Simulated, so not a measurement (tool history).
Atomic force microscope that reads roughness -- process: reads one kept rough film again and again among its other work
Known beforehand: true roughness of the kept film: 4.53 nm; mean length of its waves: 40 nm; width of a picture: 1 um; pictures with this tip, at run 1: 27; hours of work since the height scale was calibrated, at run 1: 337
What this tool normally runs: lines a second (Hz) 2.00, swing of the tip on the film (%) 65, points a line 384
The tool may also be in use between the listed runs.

run	hour	lines a second (Hz)	swing of the tip on the film (%)	points a line	pictures with this tip	hours of work since the height scale was calibrated	roughness of the kept film (nm (root mean square))
1	0.0	2.00	65	384	27	337	4.150
2	23.3	2.00	65	384	46	348	4.110
3	55.0	2.00	65	384	71	362	4.149
4	90.5	2.48	65	384	99	378	4.098
5	110.9	2.48	65	384	115	387	4.098
# hour 126.8: new tip fitted
6	147.2	2.00	65	402	17	403	4.137
7	177.2	2.00	65	402	41	417	4.165
8	205.2	2.00	65	402	63	429	4.151
9	237.2	2.00	65	402	88	444	4.118
10	258.2	3.41	65	384	105	453	4.029
11	282.2	3.41	65	384	124	464	4.021
# hour 287.4: new tip fitted
12	311.0	3.41	65	384	19	477	4.048
13	331.8	3.41	65	384	35	486	4.069
14	355.8	2.00	65	920	54	497	4.128
15	385.1	2.00	65	384	78	510	4.121
16	420.5	2.00	65	384	106	526	4.126
17	441.4	2.00	65	384	123	536	4.116
# hour 447.3: new tip fitted
18	472.4	2.00	65	384	20	549	4.164
19	489.6	2.00	65	384	34	557	4.134
20	507.5	2.00	65	384	48	565	4.120
21	524.2	1.95	79	543	61	573	4.000
22	553.8	2.00	59	763	85	586	4.176
23	586.6	0.63	67	901	111	601	4.190
# hour 608.2: new tip fitted
24	612.9	0.89	65	384	3	612	4.225
25	641.9	0.89	65	384	26	625	4.174
26	676.4	0.89	65	314	54	641	4.171
27	711.7	0.89	65	314	82	657	4.157
28	737.4	0.89	65	314	102	668	4.185
29	766.9	2.21	64	551	126	682	4.121
# hour 770.7: new tip fitted
30	796.6	2.21	64	551	20	695	4.157
31	829.9	2.21	55	536	47	710	4.192
32	849.2	0.61	65	633	62	719	4.245
33	877.3	0.61	65	633	84	731	4.230
34	892.6	0.60	86	1018	97	738	4.175
35	919.5	1.47	68	594	118	750	4.167
# hour 933.0: new tip fitted
36	952.1	1.47	84	594	16	765	4.056
37	986.9	1.47	84	594	43	780	4.011
38	1015.4	2.67	88	328	66	793	3.719
39	1036.9	0.75	73	328	83	803	4.218
40	1070.9	1.16	77	915	110	818	4.141

Across each entry between runs, compare the hidden state at the last listed run before it with the hidden state at the first listed run after it:
From run 5 to run 6: new tip fitted (hour 126.8)
  radius of the tip, nm: 5.4 -> 5.1
  what was measured, less what the result would be without the hidden state, roughness of the kept film (nm (root mean square)): -0.016 -> -0.002
From run 11 to run 12: new tip fitted (hour 287.4)
  radius of the tip, nm: 5.4 -> 5.1
  what was measured, less what the result would be without the hidden state, roughness of the kept film (nm (root mean square)): -0.017 -> -0.003
From run 17 to run 18: new tip fitted (hour 447.3)
  radius of the tip, nm: 5.4 -> 5.1
  what was measured, less what the result would be without the hidden state, roughness of the kept film (nm (root mean square)): -0.018 -> -0.003
From run 23 to run 24: new tip fitted (hour 608.2)
  radius of the tip, nm: 5.4 -> 5
  what was measured, less what the result would be without the hidden state, roughness of the kept film (nm (root mean square)): -0.015 -> +0.000
From run 29 to run 30: new tip fitted (hour 770.7)
  radius of the tip, nm: 5.4 -> 5.1
  what was measured, less what the result would be without the hidden state, roughness of the kept film (nm (root mean square)): -0.017 -> -0.003
From run 35 to run 36: new tip fitted (hour 933.0)
  radius of the tip, nm: 5.4 -> 5.1
  what was measured, less what the result would be without the hidden state, roughness of the kept film (nm (root mean square)): -0.016 -> -0.002
